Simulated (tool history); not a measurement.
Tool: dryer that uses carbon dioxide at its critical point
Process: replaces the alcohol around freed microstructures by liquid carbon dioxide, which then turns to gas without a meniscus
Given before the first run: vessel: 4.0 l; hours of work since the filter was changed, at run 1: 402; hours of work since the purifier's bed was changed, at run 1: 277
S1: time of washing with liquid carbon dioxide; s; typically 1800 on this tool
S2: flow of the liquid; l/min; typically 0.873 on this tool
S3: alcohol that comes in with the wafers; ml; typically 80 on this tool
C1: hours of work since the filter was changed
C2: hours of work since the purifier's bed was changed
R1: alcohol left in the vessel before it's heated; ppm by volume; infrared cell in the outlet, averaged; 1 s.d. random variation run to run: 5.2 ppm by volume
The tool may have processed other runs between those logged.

run,day,S1,S2,S3,C1,C2,R1
1,0.000,1800,0.873,80,402,277,274
2,1.083,1800,0.873,80,415,291,290
3,1.817,1800,1.178,80,425,300,171
4,2.679,1800,1.085,80,435,311,196
5,4.050,1800,1.085,80,453,328,209
# day 4.425: inlet filter changed
6,5.112,1800,1.085,80,9,341,192
7,5.833,1800,0.873,80,18,350,278
8,7.238,1800,0.873,21,35,368,228
9,8.104,1920,0.873,80,46,379,253
10,8.829,1920,0.873,80,55,388,265
11,10.233,1920,0.873,80,73,406,265
12,10.854,1920,0.873,80,81,414,272
13,11.817,1920,0.873,80,93,426,276
14,12.762,1800,0.873,80,105,438,326
15,13.992,1800,0.873,80,121,453,324
16,15.308,1800,0.671,80,137,470,616
17,16.004,1800,0.995,80,146,479,279
18,16.808,1800,0.995,80,156,489,283
19,17.433,1800,0.995,80,164,497,286
20,18.500,1800,0.995,80,177,510,294
21,19.733,1260,0.873,80,193,526,772
22,20.517,1860,0.873,80,203,535,361
23,21.829,1860,0.873,22,219,552,305
24,22.550,1860,0.873,22,229,561,309
25,23.312,2340,0.894,113,238,571,328
# day 24.446: purifier's bed changed
26,24.779,2340,1.082,107,255,4,18
27,25.975,2340,0.873,21,270,19,23
28,26.688,2220,0.634,32,279,28,112
29,27.567,2220,0.634,32,290,39,111
30,28.258,2220,0.634,32,299,48,128
31,28.971,2220,0.634,32,308,57,132
32,29.721,1800,0.591,80,317,66,741
33,30.454,1320,0.582,80,327,76,1844
34,31.704,2100,0.987,80,342,92,76
35,32.654,2100,0.987,80,354,104,91
36,34.062,2100,1.419,104,372,121,71
37,34.704,1500,0.538,37,380,129,840
38,35.667,1920,1.435,48,392,141,81
39,36.517,1920,1.435,48,403,152,88
40,37.946,1920,1.435,48,421,170,85
41,38.971,1620,0.781,25,434,183,199
42,39.733,1740,0.781,56,444,193,309
# day 40.858: inlet filter changed
43,40.967,2040,0.826,38,1,208,134
44,41.838,1800,0.750,80,12,219,331
45,42.912,2160,0.873,40,26,232,143
46,44.204,2160,0.879,40,42,249,127
47,45.246,1800,0.805,63,55,262,247

Difference, measured minus no-hidden-state, one row per run. Run-to-run variation is common to both terms; the gauge's own scatter need not be:
Unlogged tool condition in this case: flow that reaches the vessel past the clogged filter, %; alcohol in the recycled carbon dioxide, ppm; drift of the gauge itself on alcohol_ppm, %.
run,R1
1,+186
2,+192
3,+158
4,+167
5,+177
6,+164
7,+177
8,+186
9,+185
10,+196
11,+200
12,+206
13,+215
14,+229
15,+230
16,+268
17,+237
18,+242
19,+245
20,+257
21,+324
22,+281
23,+281
24,+278
25,+293
26,+5
27,+13
28,+36
29,+41
30,+48
31,+52
32,+172
33,+308
34,+55
35,+63
36,+61
37,+201
38,+70
39,+79
40,+85
41,+124
42,+167
43,+103
44,+114
45,+118
46,+122
47,+136
